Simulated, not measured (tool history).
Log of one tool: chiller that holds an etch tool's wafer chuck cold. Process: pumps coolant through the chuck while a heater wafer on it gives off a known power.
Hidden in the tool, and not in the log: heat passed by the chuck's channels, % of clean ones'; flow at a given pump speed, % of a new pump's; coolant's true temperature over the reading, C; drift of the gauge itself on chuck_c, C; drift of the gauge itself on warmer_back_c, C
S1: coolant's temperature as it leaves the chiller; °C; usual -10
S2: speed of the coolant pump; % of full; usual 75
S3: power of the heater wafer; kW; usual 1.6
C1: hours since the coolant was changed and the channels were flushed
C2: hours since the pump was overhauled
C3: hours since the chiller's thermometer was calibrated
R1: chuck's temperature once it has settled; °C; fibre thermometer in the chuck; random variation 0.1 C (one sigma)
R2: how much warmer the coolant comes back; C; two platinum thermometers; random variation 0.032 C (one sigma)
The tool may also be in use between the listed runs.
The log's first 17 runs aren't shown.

run 18 hour=540.2 | S1=-18 S2=75 S3=1.586 | C1=3531 C2=688 C3=1609 | R1=-4.7 R2=4.14
run 19 hour=571.1 | S1=-18 S2=75 S3=1.586 | C1=3562 C2=719 C3=1640 | R1=-4.8 R2=4.07
run 20 hour=597.3 | S1=-15 S2=75 S3=1.419 | C1=3589 C2=746 C3=1666 | R1=-3.1 R2=3.71
run 21 hour=632.2 | S1=-8 S2=63 S3=0.92 | C1=3623 C2=780 C3=1701 | R1=0.4 R2=2.85
run 22 hour=656.6 | S1=-10 S2=66 S3=1.024 | C1=3648 C2=805 C3=1725 | R1=-1 R2=3.08
run 23 hour=692.6 | S1=-10 S2=66 S3=1.024 | C1=3684 C2=841 C3=1761 | R1=-0.8 R2=3.04
run 24 hour=710.9 | S1=-6 S2=68 S3=1.845 | C1=3702 C2=859 C3=1780 | R1=10.2 R2=5.25
run 25 hour=737.2 | S1=-13 S2=78 S3=1.392 | C1=3728 C2=885 C3=1806 | R1=-1.7 R2=3.48
run 26 hour=753.8 | S1=-13 S2=78 S3=1.392 | C1=3745 C2=902 C3=1823 | R1=-1.6 R2=3.45
run 27 hour=782.9 | S1=-13 S2=98 S3=1.392 | C1=3774 C2=931 C3=1852 | R1=-2.9 R2=2.81
run 28 hour=809.5 | S1=-13 S2=90 S3=1.392 | C1=3801 C2=958 C3=1878 | R1=-2.5 R2=3.04
run 29 hour=829.7 | S1=-10 S2=64 S3=1.657 | C1=3821 C2=978 C3=1898 | R1=4.8 R2=5.04

Run 30 comes next. What will it give?
run 30 hour=862.5 | S1=-10 S2=73 S3=1.048 | C1=3854 C2=1011 C3=1931 | R1=? R2=?

{"run 30": {"R1": -1.2, "R2": 2.79}}
Without the tool's hidden state the same run would have given R1 -1.2 °C, R2 2.79 C.
